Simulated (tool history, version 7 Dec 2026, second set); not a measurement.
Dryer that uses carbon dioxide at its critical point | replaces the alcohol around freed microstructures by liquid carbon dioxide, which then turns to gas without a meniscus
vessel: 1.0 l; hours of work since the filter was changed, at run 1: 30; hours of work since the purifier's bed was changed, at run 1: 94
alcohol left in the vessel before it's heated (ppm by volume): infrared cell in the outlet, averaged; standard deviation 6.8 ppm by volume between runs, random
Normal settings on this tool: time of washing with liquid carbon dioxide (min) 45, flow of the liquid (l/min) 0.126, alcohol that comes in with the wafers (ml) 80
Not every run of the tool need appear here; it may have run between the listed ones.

run	hour	time of washing with liquid carbon dioxide (min)	flow of the liquid (l/min)	alcohol that comes in with the wafers (ml)	hours of work since the filter was changed	hours of work since the purifier's bed was changed	alcohol left in the vessel before it's heated (ppm by volume)
1	0	45	0.126	80	30	94	327
2	20.9	45	0.126	80	38	102	347
3	34.2	45	0.126	80	43	108	345
4	62.6	45	0.126	80	54	119	358
5	77.7	45	0.126	80	60	124	364
6	89.8	34	0.126	80	65	129	1331
7	114.5	34	0.126	80	74	139	1273
8	139.1	45	0.126	80	84	148	373
9	164.3	45	0.126	69	93	158	340
10	181.9	45	0.126	80	100	165	386
11	200.8	60	0.126	80	108	172	83
12	218.8	31	0.126	80	115	179	2016
13	245.2	45	0.126	80	125	189	405
14	267.9	45	0.126	80	134	198	390
15	281.4	45	0.126	80	139	204	423
16	296.3	45	0.126	80	145	209	420
17	308.9	55	0.126	80	150	214	149
18	335.6	55	0.126	80	160	225	148
19	352.6	45	0.126	80	167	231	442
20	369.3	45	0.126	80	173	238	440
21	382.1	45	0.126	80	178	243	458
22	408.3	45	0.126	80	188	253	463
23	434.5	45	0.126	80	198	263	467
24	460.4	58	0.126	80	208	273	125
25	474.5	35	0.201	30	214	278	79
26	492.7	35	0.201	30	221	286	80
27	521.2	35	0.201	30	232	297	77
28	541.7	35	0.201	30	240	305	80
29	561.1	35	0.201	30	248	312	77
30	587.6	54	0.201	49	258	322	47
31	616.5	54	0.201	49	269	334	48
32	630.5	54	0.201	49	274	339	36
33	650.5	54	0.201	49	282	347	41
34	662.7	66	0.133	91	287	352	70
35	684.9	66	0.133	91	296	360	82
36	713.3	66	0.133	91	307	371	86
# hour 721.9: inlet filter changed
37	740	66	0.133	91	7	381	62
38	753.1	45	0.12	80	12	386	461
39	767.7	62	0.126	63	18	392	76
40	782.2	62	0.108	22	23	398	77
41	794.5	62	0.108	22	28	402	78
42	823.6	62	0.108	22	40	414	91
43	841	62	0.108	22	46	420	90
44	857.7	62	0.169	22	53	427	58
45	879.5	45	0.174	73	61	435	85
46	909	45	0.207	80	73	447	56
47	924.5	45	0.182	73	79	453	73

Hidden state at the last listed run before each entry between runs and at the first one after, where it differs:
In the gap between runs 36 and 37: inlet filter changed (hour 721.9)
  flow that reaches the vessel past the clogged filter, %: 90.2 -> 99.6; alcohol in the recycled carbon dioxide, ppm: 46.4 -> 47.6
  measured value less the no-hidden-state value, alcohol left in the vessel before it's heated (ppm by volume): +62 -> +43

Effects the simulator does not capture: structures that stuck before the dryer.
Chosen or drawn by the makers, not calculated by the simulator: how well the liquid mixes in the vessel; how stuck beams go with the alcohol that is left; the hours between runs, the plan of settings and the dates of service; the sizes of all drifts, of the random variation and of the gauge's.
